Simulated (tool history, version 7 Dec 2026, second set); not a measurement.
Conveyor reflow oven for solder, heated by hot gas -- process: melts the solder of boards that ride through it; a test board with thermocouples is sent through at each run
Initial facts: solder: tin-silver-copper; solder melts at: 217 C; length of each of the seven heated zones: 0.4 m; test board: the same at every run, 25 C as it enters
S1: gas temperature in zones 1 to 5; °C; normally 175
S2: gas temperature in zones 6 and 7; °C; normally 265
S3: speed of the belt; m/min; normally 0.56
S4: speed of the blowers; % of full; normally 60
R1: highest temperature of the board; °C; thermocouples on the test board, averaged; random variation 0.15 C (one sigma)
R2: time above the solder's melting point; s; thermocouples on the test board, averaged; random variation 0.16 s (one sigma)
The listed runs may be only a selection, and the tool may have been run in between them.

Run 1, day 0: usual settings. Result: R1 246.7 °C, R2 59.7 s.
Run 2, day 1.588: usual settings. Result: R1 246.3 °C, R2 59.3 s.
Run 3, day 2.962: usual settings but S3 0.635 m/min. Result: R1 241.8 °C, R2 46.8 s.
Run 4, day 3.971: usual settings but S3 0.635 m/min. Result: R1 241.8 °C, R2 46.6 s.
Run 5, day 4.904: usual settings. Result: R1 245.9 °C, R2 58.7 s.
Run 6, day 6.271: usual settings. Result: R1 245.8 °C, R2 58.9 s.
Run 7, day 8.2: usual settings. Result: R1 245.5 °C, R2 58.3 s.
Run 8, day 9.754: usual settings. Result: R1 245.4 °C, R2 58.4 s.
Run 9, day 10.879: usual settings. Result: R1 247 °C, R2 59.7 s.
Run 10, day 11.858: usual settings. Result: R1 246.9 °C, R2 59.6 s.
Run 11, day 13.45: usual settings. Result: R1 248.3 °C, R2 61.4 s.
Run 12, day 15.483: usual settings. Result: R1 248 °C, R2 61.6 s.
Run 13, day 16.683: usual settings. Result: R1 248.1 °C, R2 61.3 s.
Run 14, day 18.288: usual settings. Result: R1 247.5 °C, R2 61.2 s.
Run 15, day 19.996: usual settings. Result: R1 247.5 °C, R2 60.8 s.
Run 16, day 21.958: usual settings. Result: R1 247.3 °C, R2 60.4 s.
Run 17, day 23.754: usual settings but S1 171 °C, S2 257 °C, S3 0.639 m/min, S4 56 % of full. Result: R1 234.3 °C, R2 35.7 s.
Run 18, day 25.708: usual settings but S1 160 °C, S2 257 °C, S4 81 % of full. Result: R1 240.9 °C, R2 49.8 s.
Run 19, day 26.575: usual settings but S1 177 °C, S2 257 °C, S3 0.665 m/min, S4 79 % of full. Result: R1 238.2 °C, R2 42.9 s.
Run 20, day 28.125: usual settings but S1 177 °C, S2 257 °C, S3 0.665 m/min, S4 79 % of full. Result: R1 238.5 °C, R2 42.5 s.
Run 21, day 29.746: usual settings but S1 186 °C, S2 260 °C, S4 78 % of full. Result: R1 247.1 °C, R2 66.6 s.
Run 22, day 31.996: usual settings but S1 183 °C, S2 256 °C, S3 0.493 m/min, S4 83 % of full. Result: R1 247.5 °C, R2 77.3 s.
Run 23, day 33.625: usual settings but S1 183 °C, S2 256 °C, S3 0.493 m/min, S4 83 % of full. Result: R1 247.1 °C, R2 77 s.
Run 24, day 34.554: usual settings but S1 190 °C, S2 253 °C, S3 0.472 m/min, S4 57 % of full. Result: R1 243.3 °C, R2 79.3 s.
Run 25, day 36.25: usual settings but S1 188 °C, S2 273 °C, S4 77 % of full. Result: R1 259.3 °C, R2 76.9 s.
Run 26, day 37.117: usual settings but S1 179 °C, S3 0.566 m/min. Result: R1 247.4 °C, R2 62.1 s.
Run 27, day 38.971: usual settings but S1 188 °C, S4 78 % of full. Result: R1 252.4 °C, R2 72.2 s.
Run 28, day 39.938: usual settings but S1 188 °C, S4 78 % of full. Result: R1 251.8 °C, R2 71.9 s.
Run 29, day 41.867: usual settings but S3 0.455 m/min. Result: R1 252.6 °C, R2 82.9 s.
Run 30, day 43.254: usual settings but S4 58 % of full. Result: R1 246.1 °C, R2 59.1 s.
Run 31, day 45.05: usual settings but S1 179 °C, S2 278 °C, S3 0.463 m/min, S4 59 % of full. Result: R1 263.8 °C, R2 91.6 s.

Between the runs listed above, the log contained 3 entries, not reproduced here. Where in the sequence does each belong, and how does what the log doesn't record of the tool's condition differ from the listed run before to the listed run after?
Runs 8 to 9: thermocouples of zones 6 and 7 changed (day 10.879)
  heat that the gas passes to the board, % of a clean oven's: 93.2 -> 92.8; belt's true speed, % of the reading: 98.69 -> 98.67; true gas temperature in zones 6 and 7 over the reading, C: -2.18 -> -0.18
  measured less the result without the state, R1: -3 -> -1.4 °C; R2: -2.5 -> -1 s
Runs 10 to 11: flux residue cleaned out of gas plates and filters (day 12.662)
  heat that the gas passes to the board, % of a clean oven's: 92.4 -> 98.9; belt's true speed, % of the reading: 98.65 -> 98.62; true gas temperature in zones 6 and 7 over the reading, C: -0.22 -> -0.27
  measured less the result without the state, R1: -1.6 -> +0 °C; R2: -1.1 -> +0.8 s
Runs 21 to 22: flux residue cleaned out of gas plates and filters (day 30.783)
  heat that the gas passes to the board, % of a clean oven's: 92.7 -> 99; belt's true speed, % of the reading: 98.32 -> 98.28; true gas temperature in zones 6 and 7 over the reading, C: -0.97 -> -1.06
  measured less the result without the state, R1: -1.9 -> -0.8 °C; R2: -0.9 -> +0.7 s
